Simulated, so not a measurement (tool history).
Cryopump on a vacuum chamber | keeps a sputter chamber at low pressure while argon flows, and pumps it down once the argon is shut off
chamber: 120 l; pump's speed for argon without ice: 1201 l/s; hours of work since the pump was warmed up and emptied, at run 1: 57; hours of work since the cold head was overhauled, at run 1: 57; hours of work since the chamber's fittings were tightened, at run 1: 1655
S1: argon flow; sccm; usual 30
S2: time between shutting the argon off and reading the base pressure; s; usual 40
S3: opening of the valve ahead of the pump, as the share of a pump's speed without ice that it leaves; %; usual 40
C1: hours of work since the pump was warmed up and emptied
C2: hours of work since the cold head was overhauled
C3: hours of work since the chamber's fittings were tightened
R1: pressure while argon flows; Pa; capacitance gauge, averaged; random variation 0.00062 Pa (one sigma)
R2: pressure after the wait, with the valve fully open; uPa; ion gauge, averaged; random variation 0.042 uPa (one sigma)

run,hour,S1,S2,S3,C1,C2,C3,R1,R2
1,0,30,40,40,57,57,1655,0.1068,2.99
2,14.6,30,40,40,70,70,1668,0.1077,3.11
3,24.3,30,40,40,78,78,1676,0.1076,2.95
4,43.7,30,40,40,95,95,1693,0.1061,3.03
5,52.6,30,40,17,103,103,1701,0.2521,3.04
6,66.7,30,40,32,115,115,1713,0.1341,3.02
7,84.3,30,40,32,130,130,1729,0.1335,3.13
8,100,53,117,27,144,144,1742,0.2832,1.66
9,113.7,48,39,26,156,156,1754,0.2652,3.12
10,134.7,43,25,46,174,174,1773,0.1353,4.35
11,149.9,43,25,46,188,188,1786,0.1374,4.32
12,160.2,40,103,48,197,197,1795,0.1225,1.76
13,171.5,51,63,49,207,207,1805,0.1537,2.36

The same runs without the tool's hidden state, with the same run-to-run variation:
The hidden state here: pump's speed, % of a pump's without ice; cold plate's temperature, K; leak into the chamber, uPa l/s; drift of the gauge itself on working_pa, %; drift of the gauge itself on base_upa, %.
run,R1,R2
1,0.1056,2.42
2,0.1062,2.51
3,0.1059,2.38
4,0.1041,2.43
5,0.2499,2.44
6,0.1317,2.41
7,0.1308,2.48
8,0.2778,1.03
9,0.2599,2.48
10,0.1301,3.69
11,0.1317,3.66
12,0.1169,1.08
13,0.1462,1.67
